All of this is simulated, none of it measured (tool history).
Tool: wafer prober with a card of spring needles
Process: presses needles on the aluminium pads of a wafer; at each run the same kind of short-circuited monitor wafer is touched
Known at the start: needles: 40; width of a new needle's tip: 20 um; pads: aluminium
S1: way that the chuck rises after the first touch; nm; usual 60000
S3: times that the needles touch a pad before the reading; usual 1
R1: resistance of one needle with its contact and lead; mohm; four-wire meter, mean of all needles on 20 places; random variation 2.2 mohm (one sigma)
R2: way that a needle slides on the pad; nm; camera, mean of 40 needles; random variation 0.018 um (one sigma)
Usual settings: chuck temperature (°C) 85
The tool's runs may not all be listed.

run 1 day=0 | S1=60000 chuck_temperature_(°C)=85 S3=1 | R1=270 R2=13200
-- day=0.558 tips cleaned on abrasive film
run 2 day=1.054 | S1=60000 chuck_temperature_(°C)=85 S3=1 | R1=303 R2=13120
-- day=1.154 tips cleaned on abrasive film
-- day=1.858 tips cleaned on abrasive film
-- day=2.483 tips cleaned on abrasive film
-- day=3.188 tips cleaned on abrasive film
run 3 day=3.396 | S1=60000 chuck_temperature_(°C)=85 S3=1 | R1=291 R2=13060
-- day=3.783 tips cleaned on abrasive film
-- day=4.483 tips cleaned on abrasive film
-- day=5.054 tips cleaned on abrasive film
run 4 day=5.4 | S1=60000 chuck_temperature_(°C)=85 S3=1 | R1=299 R2=12980
-- day=5.508 height of the first contact set anew
-- day=5.654 tips cleaned on abrasive film
-- day=6.329 tips cleaned on abrasive film
-- day=6.938 tips cleaned on abrasive film
run 5 day=7.254 | S1=60000 chuck_temperature_(°C)=85 S3=1 | R1=293 R2=13290
-- day=7.646 tips cleaned on abrasive film
-- day=8.342 tips cleaned on abrasive film
-- day=9.038 tips cleaned on abrasive film
run 6 day=9.175 | S1=48000 chuck_temperature_(°C)=85 S3=1 | R1=303 R2=10570
-- day=9.746 tips cleaned on abrasive film
-- day=10.3 tips cleaned on abrasive film, once more
-- day=10.875 tips cleaned on abrasive film
run 7 day=11.25 | S1=48000 chuck_temperature_(°C)=85 S3=1 | R1=328 R2=10510
-- day=11.538 tips cleaned on abrasive film
-- day=12.158 tips cleaned on abrasive film
-- day=12.842 tips cleaned on abrasive film
run 8 day=13.096 | S1=60000 chuck_temperature_(°C)=85 S3=1 | R1=291 R2=13100
-- day=13.508 tips cleaned on abrasive film
-- day=14.079 tips cleaned on abrasive film
-- day=14.796 tips cleaned on abrasive film
run 9 day=15.275 | S1=60000 chuck_temperature_(°C)=30 S3=1 | R1=293 R2=13090
-- day=15.421 tips cleaned on abrasive film
-- day=16.125 tips cleaned on abrasive film
run 10 day=16.388 | S1=60000 chuck_temperature_(°C)=30 S3=1 | R1=283 R2=13010
-- day=16.542 height of the first contact set anew
-- day=16.8 tips cleaned on abrasive film
-- day=17.467 tips cleaned on abrasive film
-- day=18.179 tips cleaned on abrasive film
run 11 day=18.708 | S1=60000 chuck_temperature_(°C)=30 S3=1 | R1=290 R2=13240
-- day=18.854 tips cleaned on abrasive film
-- day=19.492 tips cleaned on abrasive film
-- day=20.1 tips cleaned on abrasive film
run 12 day=20.608 | S1=60000 chuck_temperature_(°C)=85 S3=3 | R1=271 R2=13230
-- day=20.746 tips cleaned on abrasive film
-- day=21.425 tips cleaned on abrasive film
-- day=22.121 tips cleaned on abrasive film
run 13 day=22.121 | S1=67000 chuck_temperature_(°C)=85 S3=2 | R1=252 R2=14740
-- day=22.779 tips cleaned on abrasive film
run 14 day=23.312 | S1=67000 chuck_temperature_(°C)=85 S3=2 | R1=273 R2=14760
-- day=23.458 tips cleaned on abrasive film
-- day=24.129 tips cleaned on abrasive film
run 15 day=24.475 | S1=46000 chuck_temperature_(°C)=85 S3=2 | R1=303 R2=10000
-- day=24.754 tips cleaned on abrasive film
-- day=25.417 tips cleaned on abrasive film
-- day=26.088 tips cleaned on abrasive film
run 16 day=26.429 | S1=47000 chuck_temperature_(°C)=29 S3=1 | R1=331 R2=10170
-- day=26.775 tips cleaned on abrasive film
-- day=27.488 tips cleaned on abrasive film
-- day=27.642 height of the first contact set anew
run 17 day=27.958 | S1=47000 chuck_temperature_(°C)=91 S3=2 | R1=302 R2=10420
-- day=28.104 tips cleaned on abrasive film
-- day=28.783 tips cleaned on abrasive film
-- day=29.425 tips cleaned on abrasive film
-- day=30.058 tips cleaned on abrasive film
run 18 day=30.058 | S1=60000 chuck_temperature_(°C)=34 S3=2 | R1=241 R2=13280
-- day=30.742 tips cleaned on abrasive film
-- day=31.4 tips cleaned on abrasive film
-- day=32.092 tips cleaned on abrasive film
run 19 day=32.267 | S1=53000 chuck_temperature_(°C)=108 S3=1 | R1=308 R2=11660
-- day=32.696 tips cleaned on abrasive film
-- day=33.375 tips cleaned on abrasive film
-- day=33.975 tips cleaned on abrasive film
run 20 day=34.479 | S1=53000 chuck_temperature_(°C)=108 S3=1 | R1=326 R2=11590
-- day=34.625 tips cleaned on abrasive film
-- day=35.304 tips cleaned on abrasive film
-- day=35.967 tips cleaned on abrasive film
run 21 day=36.008 | S1=73000 chuck_temperature_(°C)=50 S3=1 | R1=250 R2=16000

Forecast each of these 4 alternatives for the next run:
-- day=36.621 tips cleaned on abrasive film
run A day=37.046 | S1=41000 chuck_temperature_(°C)=46 S3=1 | R1=? R2=?
-- day=36.621 tips cleaned on abrasive film
run B day=37.046 | S1=73000 chuck_temperature_(°C)=50 S3=2 | R1=? R2=?
-- day=36.621 tips cleaned on abrasive film
run C day=37.046 | S1=61000 chuck_temperature_(°C)=70 S3=1 | R1=? R2=?
-- day=36.621 tips cleaned on abrasive film
run D day=37.046 | S1=58000 chuck_temperature_(°C)=85 S3=2 | R1=? R2=?

run=A R1=372 R2=8850
run=B R1=260 R2=15970
run=C R1=304 R2=13330
run=D R1=285 R2=12660
Without the tool's hidden state the same runs would have given:
run=A R1=243 R2=9110
run=B R1=232 R2=16230
run=C R1=244 R2=13580
run=D R1=245 R2=12920
